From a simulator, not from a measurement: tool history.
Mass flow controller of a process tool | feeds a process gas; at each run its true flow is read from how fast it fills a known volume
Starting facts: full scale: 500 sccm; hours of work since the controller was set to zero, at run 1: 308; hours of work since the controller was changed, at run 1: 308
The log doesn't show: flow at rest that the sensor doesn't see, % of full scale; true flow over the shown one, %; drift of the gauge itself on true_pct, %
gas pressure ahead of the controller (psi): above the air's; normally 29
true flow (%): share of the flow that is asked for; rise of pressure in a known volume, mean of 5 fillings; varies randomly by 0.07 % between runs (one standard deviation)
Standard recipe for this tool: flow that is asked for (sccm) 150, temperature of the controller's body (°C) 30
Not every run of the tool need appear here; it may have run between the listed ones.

run    hour  flow that is asked for (sccm)  gas pressure ahead of the controller (psi)  temperature of the controller's body (°C)  hours of work since the controller was set to zero  hours of work since the controller was changed  true flow (%)
  1       0                            150                                          29                                         30                                                 308                                             308           98.6
  2   537.5                            150                                          29                                         30                                                 482                                             482          98.84
  3   970.7                            150                                          29                                         30                                                 621                                             621          98.77
  4  1394.2                            150                                          29                                         30                                                 758                                             758          98.77
  5  1647.5                            150                                          29                                         21                                                 840                                             840          99.62
  6    1973                            150                                          29                                         21                                                 945                                             945          99.69
  7  2406.6                            150                                          29                                         21                                                1085                                            1085          99.57
  8  2893.9                            194                                          29                                         21                                                1242                                            1242           99.8
  9  3409.6                            194                                        20.7                                         21                                                1408                                            1408         100.16
 10  3895.8                            129                                        39.5                                         35                                                1565                                            1565          98.42
 11  4120.6                            129                                        39.5                                         35                                                1638                                            1638          98.46
 12  4668.8                            129                                        39.5                                         35                                                1815                                            1815          98.46
 13  4971.3                            129                                        39.5                                         35                                                1913                                            1913           98.5
 14  5329.7                             55                                          29                                         30                                                2028                                            2028          99.04
 15  5610.3                            163                                        23.4                                         24                                                2119                                            2119          100.1
 16  5926.2                            231                                        22.9                                         33                                                2221                                            2221          99.62
 17  6264.6                            188                                        22.9                                         23                                                2330                                            2330          100.2

3 options for the next run, each taken on its own from the tool as it stands now. Forecast them:
  A  6715.3                            188                                        28.6                                         23                                                2475                                            2475              ?
  B  6715.3                            188                                        22.9                                         24                                                2475                                            2475              ?
  C  6715.3                            150                                        34.1                                         30                                                2475                                            2475              ?

run  true flow (%)
  A         100.02
  B         100.16
  C          99.21
What these runs would have given with no unlogged condition in the tool:
run  true flow (%)
  A          99.27
  B           99.4
  C          98.46
